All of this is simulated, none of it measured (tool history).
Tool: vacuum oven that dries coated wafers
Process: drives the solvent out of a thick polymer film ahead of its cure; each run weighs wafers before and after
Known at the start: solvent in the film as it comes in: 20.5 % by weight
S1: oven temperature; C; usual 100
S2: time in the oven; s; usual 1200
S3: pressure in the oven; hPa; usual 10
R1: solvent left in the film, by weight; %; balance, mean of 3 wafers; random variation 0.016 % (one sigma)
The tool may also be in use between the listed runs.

run 1 hour=0 | S1=100 S2=1200 S3=10 | R1=1.55
run 2 hour=8.5 | S1=100 S2=1200 S3=10 | R1=1.58
run 3 hour=16.9 | S1=100 S2=1200 S3=10 | R1=1.6
run 4 hour=34.4 | S1=100 S2=1200 S3=10 | R1=1.58
run 5 hour=43.1 | S1=100 S2=1200 S3=25.4 | R1=2.43
run 6 hour=59.2 | S1=100 S2=780 S3=10 | R1=3.23
run 7 hour=69.3 | S1=100 S2=780 S3=10 | R1=3.24
run 8 hour=78.3 | S1=100 S2=780 S3=10 | R1=3.24
run 9 hour=89.4 | S1=100 S2=1200 S3=7.9 | R1=1.47
run 10 hour=107.7 | S1=100 S2=1200 S3=7.9 | R1=1.47
run 11 hour=121.3 | S1=100 S2=1200 S3=7.9 | R1=1.48
run 12 hour=138.8 | S1=100 S2=1200 S3=7.9 | R1=1.48
run 13 hour=149.1 | S1=100 S2=1200 S3=7.9 | R1=1.51
run 14 hour=161.1 | S1=100 S2=1200 S3=7.9 | R1=1.47
run 15 hour=168.8 | S1=96 S2=960 S3=32.6 | R1=4.96

The next listed run, before its measurement:
run 16 hour=179.6 | S1=96 S2=960 S3=32.6 | R1=?

{"run 16": {"R1": 4.92}}
Without the tool's hidden state the same run would have given R1 5.36 %.

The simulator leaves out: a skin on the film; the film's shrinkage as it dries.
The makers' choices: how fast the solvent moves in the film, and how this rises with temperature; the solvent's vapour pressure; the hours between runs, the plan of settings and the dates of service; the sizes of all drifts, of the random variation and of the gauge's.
